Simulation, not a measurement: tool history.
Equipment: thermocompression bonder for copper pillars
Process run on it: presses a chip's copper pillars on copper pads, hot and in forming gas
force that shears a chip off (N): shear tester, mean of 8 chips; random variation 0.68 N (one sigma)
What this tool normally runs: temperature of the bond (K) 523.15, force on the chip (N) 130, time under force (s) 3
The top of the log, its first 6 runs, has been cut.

run,hour,temperature of the bond (K),force on the chip (N),time under force (s),force that shears a chip off (N)
7,193.0,512.15,85,3,45.4
8,221.8,512.15,85,3,44.7
# hour 236.6: forming gas filter changed
9,252.1,512.15,85,3,46.3
10,271.9,523.15,130,3,81.0
11,306.8,529.15,130,3,84.9
12,332.5,529.15,130,3,83.7
13,363.7,523.15,130,3,79.3
14,396.2,523.15,130,3,78.2
15,435.5,511.15,130,3,67.6
16,466.5,523.15,127,3,74.7
17,506.6,509.15,130,8,90.0
18,547.0,511.15,130,8,91.2
# hour 552.4: force cell calibrated
19,586.7,540.15,78,3,56.9
20,613.6,540.15,78,3,56.6
21,639.3,540.15,130,3,87.7
22,669.5,540.15,130,3,87.2
# hour 675.6: forming gas filter changed
# hour 683.9: force cell calibrated, once more
23,711.2,540.15,130,3,97.2
24,728.9,540.15,130,3,95.8
25,758.1,540.15,130,3,95.2
26,784.8,540.15,130,3,94.1
27,813.4,523.15,93,3,58.5
28,837.7,525.15,136,3,82.8
29,860.9,503.15,168,3,76.4
30,880.5,523.15,164,3,94.1

Forecast each of these 4 alternatives for the next run:
A,912.8,544.15,130,3,?
B,912.8,504.15,116,3,?
C,912.8,536.15,80,9,?
D,912.8,497.15,100,5,?

run,force that shears a chip off (N)
A,96.4
B,54.6
C,85.5
D,52.2
Without the tool's hidden state the same runs would have given:
run,force that shears a chip off (N)
A,105.0
B,62.0
C,94.1
D,59.5

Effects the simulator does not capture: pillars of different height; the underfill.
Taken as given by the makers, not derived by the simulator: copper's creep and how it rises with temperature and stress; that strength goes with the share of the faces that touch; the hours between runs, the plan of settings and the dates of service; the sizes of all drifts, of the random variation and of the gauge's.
